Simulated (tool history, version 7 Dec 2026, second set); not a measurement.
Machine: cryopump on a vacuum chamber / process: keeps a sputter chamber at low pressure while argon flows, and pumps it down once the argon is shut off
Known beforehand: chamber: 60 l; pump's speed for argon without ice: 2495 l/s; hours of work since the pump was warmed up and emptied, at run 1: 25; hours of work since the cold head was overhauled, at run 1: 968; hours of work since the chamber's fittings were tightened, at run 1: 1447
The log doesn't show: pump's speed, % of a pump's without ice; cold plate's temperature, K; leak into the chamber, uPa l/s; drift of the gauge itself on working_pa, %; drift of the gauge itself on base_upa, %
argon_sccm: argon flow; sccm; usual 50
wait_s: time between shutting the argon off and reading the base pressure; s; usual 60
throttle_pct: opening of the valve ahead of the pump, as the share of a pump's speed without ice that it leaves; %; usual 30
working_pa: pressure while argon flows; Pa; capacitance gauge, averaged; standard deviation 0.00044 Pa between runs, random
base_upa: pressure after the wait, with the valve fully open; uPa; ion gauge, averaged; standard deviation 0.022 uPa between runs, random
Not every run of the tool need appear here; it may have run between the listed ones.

run,hour,argon_sccm,wait_s,throttle_pct,hours of work since the pump was warmed up and emptied,hours of work since the cold head was overhauled,hours of work since the chamber's fittings were tightened,working_pa,base_upa
1,0,50,60,30,25,968,1447,0.1139,0.82
2,75.8,50,60,30,77,1020,1498,0.1141,0.83
3,158,50,60,30,133,1076,1554,0.1144,0.85
4,280,50,60,27,216,1159,1637,0.1277,0.87
5,397.5,50,60,27,296,1239,1718,0.1297,0.9
6,509,50,60,27,372,1315,1793,0.1304,0.93
# hour 604: pump warmed up, emptied and cooled again
7,617.9,50,60,30,9,1386,1864,0.1144,0.9
8,679.4,50,60,30,51,1428,1906,0.1145,0.87
9,784.6,50,60,30,123,1500,1978,0.1154,0.87
10,850.1,50,60,30,168,1544,2023,0.1157,0.94
11,917.8,50,60,30,214,1590,2069,0.1158,0.93
12,1026.5,50,60,30,288,1664,2143,0.1167,0.99
13,1110.9,50,60,30,345,1722,2200,0.1175,0.97
14,1175.7,67,24,40,390,1766,2244,0.1216,1.65
# hour 1247.7: pump warmed up, emptied and cooled again
15,1247.9,69,24,30,0,1812,2290,0.1574,1.58
16,1332,68,149,55,57,1869,2348,0.0858,0.71
17,1437.4,68,149,55,129,1941,2419,0.087,0.78
18,1541.8,48,58,24,200,2012,2491,0.1386,1.03
19,1648.9,90,60,42,273,2085,2563,0.1517,1.07
20,1744.4,39,47,30,339,2150,2629,0.0921,1.21
21,1802.6,39,47,30,378,2190,2668,0.0929,1.24
# hour 1891: pump warmed up, emptied and cooled again
22,1929,35,47,36,26,2273,2751,0.0669,1.12
23,2041.2,60,43,42,102,2349,2827,0.0995,1.26
24,2102.3,60,26,25,144,2391,2869,0.1654,1.67
25,2154.6,46,209,50,180,2426,2905,0.0649,0.81

What if the next run were any one of these 3? Each begins from the tool's condition after run 25:
A,2218.6,83,209,31,223,2470,2948,?,?
B,2218.6,46,210,54,223,2470,2948,?,?
C,2218.6,28,112,43,223,2470,2948,?,?

run,working_pa,base_upa
A,0.1872,0.8
B,0.0609,0.84
C,0.0459,0.94
Had the tool no hidden state, the same runs would have come out as:
run,working_pa,base_upa
A,0.1813,0.23
B,0.0576,0.25
C,0.0439,0.35
